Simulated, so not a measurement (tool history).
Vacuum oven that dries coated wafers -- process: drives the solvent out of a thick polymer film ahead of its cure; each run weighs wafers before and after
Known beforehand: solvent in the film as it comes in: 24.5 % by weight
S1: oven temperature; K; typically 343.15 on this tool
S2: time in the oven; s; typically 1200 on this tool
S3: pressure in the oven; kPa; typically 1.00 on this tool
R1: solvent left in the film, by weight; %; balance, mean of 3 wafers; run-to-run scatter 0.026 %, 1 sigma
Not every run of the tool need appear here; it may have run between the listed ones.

run 1 hour=0.0 | S1=343.15 S2=1200 S3=1.00 | R1=1.98
run 2 hour=50.8 | S1=343.15 S2=1200 S3=1.00 | R1=2.02
run 3 hour=92.4 | S1=343.15 S2=1200 S3=1.00 | R1=1.99
run 4 hour=122.3 | S1=343.15 S2=1200 S3=1.00 | R1=2.03
run 5 hour=189.5 | S1=343.15 S2=1140 S3=1.00 | R1=2.17
run 6 hour=256.6 | S1=343.15 S2=1200 S3=1.19 | R1=2.09
run 7 hour=320.4 | S1=343.15 S2=1500 S3=1.00 | R1=1.39
run 8 hour=385.9 | S1=343.15 S2=1200 S3=2.50 | R1=3.05
run 9 hour=446.8 | S1=343.15 S2=1200 S3=2.50 | R1=2.99
run 10 hour=502.9 | S1=343.15 S2=1200 S3=2.50 | R1=2.97
run 11 hour=552.8 | S1=343.15 S2=900 S3=1.00 | R1=3.10
run 12 hour=592.2 | S1=343.15 S2=900 S3=1.00 | R1=3.07
run 13 hour=657.3 | S1=343.15 S2=900 S3=1.00 | R1=3.09
run 14 hour=711.9 | S1=343.15 S2=900 S3=1.00 | R1=3.16
run 15 hour=767.9 | S1=343.15 S2=900 S3=1.00 | R1=3.09
run 16 hour=795.5 | S1=353.15 S2=1200 S3=0.51 | R1=0.31
-- hour=801.4 vacuum gauge cleaned of residue and calibrated
run 17 hour=828.3 | S1=355.15 S2=1200 S3=2.96 | R1=1.40
run 18 hour=878.2 | S1=343.15 S2=1440 S3=1.00 | R1=1.54
run 19 hour=927.0 | S1=334.15 S2=840 S3=1.00 | R1=8.74
run 20 hour=962.3 | S1=340.15 S2=840 S3=0.91 | R1=4.94
run 21 hour=994.6 | S1=348.15 S2=1140 S3=2.30 | R1=1.84
run 22 hour=1060.6 | S1=348.15 S2=1140 S3=2.30 | R1=1.77
-- hour=1091.6 vacuum gauge cleaned of residue and calibrated, once more
run 23 hour=1095.7 | S1=335.15 S2=1200 S3=1.00 | R1=5.49
run 24 hour=1156.8 | S1=344.15 S2=840 S3=1.57 | R1=3.16
run 25 hour=1209.5 | S1=332.15 S2=1860 S3=1.16 | R1=4.71
run 26 hour=1238.5 | S1=332.15 S2=1860 S3=1.16 | R1=4.70
run 27 hour=1287.6 | S1=332.15 S2=1860 S3=1.16 | R1=4.64

Consider 4 possible next runs. They are alternatives, not a sequence: every one starts from the tool as it was left by run 27. What does each give?
run A hour=1325.1 | S1=329.15 S2=1980 S3=1.16 | R1=?
run B hour=1325.1 | S1=343.15 S2=1200 S3=0.56 | R1=?
run C hour=1325.1 | S1=346.15 S2=1620 S3=1.16 | R1=?
run D hour=1325.1 | S1=331.15 S2=1620 S3=1.24 | R1=?

run=A R1=6.15
run=B R1=1.47
run=C R1=0.86
run=D R1=6.25
With no hidden state in the tool, these same runs would have given:
run=A R1=7.08
run=B R1=1.89
run=C R1=0.98
run=D R1=7.18
